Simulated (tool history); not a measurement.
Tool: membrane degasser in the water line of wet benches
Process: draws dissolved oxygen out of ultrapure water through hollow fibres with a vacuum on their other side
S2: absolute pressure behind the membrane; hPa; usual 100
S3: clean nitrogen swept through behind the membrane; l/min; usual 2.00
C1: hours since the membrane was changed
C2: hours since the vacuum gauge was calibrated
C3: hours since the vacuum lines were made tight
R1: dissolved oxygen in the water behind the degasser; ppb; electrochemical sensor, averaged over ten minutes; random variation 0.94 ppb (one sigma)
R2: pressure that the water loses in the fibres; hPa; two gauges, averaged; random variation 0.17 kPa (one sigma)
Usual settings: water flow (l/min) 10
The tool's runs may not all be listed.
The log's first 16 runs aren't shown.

run 17 hour=2214.9 | water_flow_(l/min)=10 S2=100 S3=2.46 | C1=6257 C2=6579 C3=1275 | R1=80.9 R2=300.8
run 18 hour=2303.0 | water_flow_(l/min)=10 S2=100 S3=2.46 | C1=6345 C2=6667 C3=1363 | R1=80.4 R2=301.1
run 19 hour=2417.1 | water_flow_(l/min)=8 S2=112 S3=4.62 | C1=6459 C2=6781 C3=1477 | R1=41.5 R2=240.4
run 20 hour=2507.6 | water_flow_(l/min)=8 S2=112 S3=4.62 | C1=6550 C2=6872 C3=1568 | R1=43.2 R2=240.7
run 21 hour=2633.9 | water_flow_(l/min)=8 S2=112 S3=4.62 | C1=6676 C2=6998 C3=1694 | R1=42.4 R2=240.0
run 22 hour=2761.4 | water_flow_(l/min)=8 S2=112 S3=4.62 | C1=6804 C2=7126 C3=1822 | R1=43.3 R2=241.1
run 23 hour=2918.2 | water_flow_(l/min)=8 S2=112 S3=4.62 | C1=6960 C2=7283 C3=1978 | R1=41.9 R2=244.2
run 24 hour=3095.1 | water_flow_(l/min)=8 S2=213 S3=4.62 | C1=7137 C2=7459 C3=2155 | R1=88.0 R2=244.0
run 25 hour=3264.7 | water_flow_(l/min)=8 S2=213 S3=4.62 | C1=7307 C2=7629 C3=2325 | R1=88.0 R2=242.9
run 26 hour=3415.0 | water_flow_(l/min)=8 S2=213 S3=4.62 | C1=7457 C2=7779 C3=2475 | R1=87.7 R2=242.1
run 27 hour=3514.3 | water_flow_(l/min)=7 S2=191 S3=1.04 | C1=7556 C2=7879 C3=2575 | R1=272.6 R2=215.3
run 28 hour=3701.7 | water_flow_(l/min)=7 S2=191 S3=1.04 | C1=7744 C2=8066 C3=2762 | R1=272.5 R2=212.4
run 29 hour=3841.1 | water_flow_(l/min)=15 S2=191 S3=1.04 | C1=7883 C2=8205 C3=2901 | R1=542.0 R2=458.4
-- hour=3865.8 vacuum gauge calibrated
run 30 hour=3955.0 | water_flow_(l/min)=15 S2=85 S3=2.75 | C1=7997 C2=89 C3=3015 | R1=100.5 R2=459.2

The next listed run, before its measurement:
run 31 hour=4120.5 | water_flow_(l/min)=6 S2=196 S3=5.78 | C1=8162 C2=255 C3=3180 | R1=? R2=?

R1: 48.4 ppb
R2: 185.3 hPa
Without the tool's hidden state the same run would have given R1 43.4 ppb, R2 171.6 hPa.
